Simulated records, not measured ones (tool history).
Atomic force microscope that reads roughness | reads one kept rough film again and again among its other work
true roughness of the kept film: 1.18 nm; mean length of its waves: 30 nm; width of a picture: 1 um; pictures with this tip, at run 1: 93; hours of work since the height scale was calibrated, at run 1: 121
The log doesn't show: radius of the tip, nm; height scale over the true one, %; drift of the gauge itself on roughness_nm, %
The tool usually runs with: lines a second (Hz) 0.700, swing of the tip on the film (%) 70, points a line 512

run,hour,lines a second (Hz),swing of the tip on the film (%),points a line,pictures with this tip,hours of work since the height scale was calibrated,roughness of the kept film (nm (root mean square))
1,0.0,0.700,70,512,93,121,1.102
2,5.7,1.496,70,512,100,123,1.047
3,14.2,0.700,70,839,111,126,1.098
4,22.1,0.700,70,839,121,130,1.101
5,31.0,0.700,70,512,132,133,1.099
6,38.5,0.700,70,512,142,136,1.099
# hour 41.2: new tip fitted
7,46.4,0.700,70,512,6,139,1.098
8,56.5,0.700,70,512,19,143,1.096
9,65.4,0.700,70,512,30,147,1.094
10,72.4,0.700,70,733,39,150,1.098
11,79.4,0.700,70,262,48,153,1.082
12,88.8,0.700,70,262,60,156,1.085
13,98.2,0.700,70,262,72,160,1.080
14,103.8,0.700,83,685,79,163,1.059
15,110.4,0.886,58,292,87,165,1.106
16,120.3,3.807,62,540,100,169,0.997
17,129.7,3.807,62,540,112,173,1.002
18,140.0,3.807,62,540,125,177,1.000
19,149.6,3.807,62,540,137,181,1.003
20,155.4,3.807,62,540,144,184,1.001
# hour 156.5: new tip fitted
21,160.8,1.237,59,283,5,186,1.096
22,169.3,1.069,69,350,16,189,1.075
23,176.8,0.614,70,262,26,192,1.090
24,181.3,0.789,70,512,31,194,1.096
25,187.8,0.789,70,512,40,196,1.094
26,196.7,0.789,83,407,51,200,1.039

3 options for the next run, each taken on its own from the tool as it stands now. Forecast them:
A,206.3,0.700,66,957,63,204,?
B,206.3,2.277,55,604,63,204,?
C,206.3,0.789,83,285,63,204,?

run,roughness of the kept film (nm (root mean square))
A,1.112
B,1.090
C,1.035
Without the tool's hidden state the same runs would have given:
run,roughness of the kept film (nm (root mean square))
A,1.113
B,1.090
C,1.035
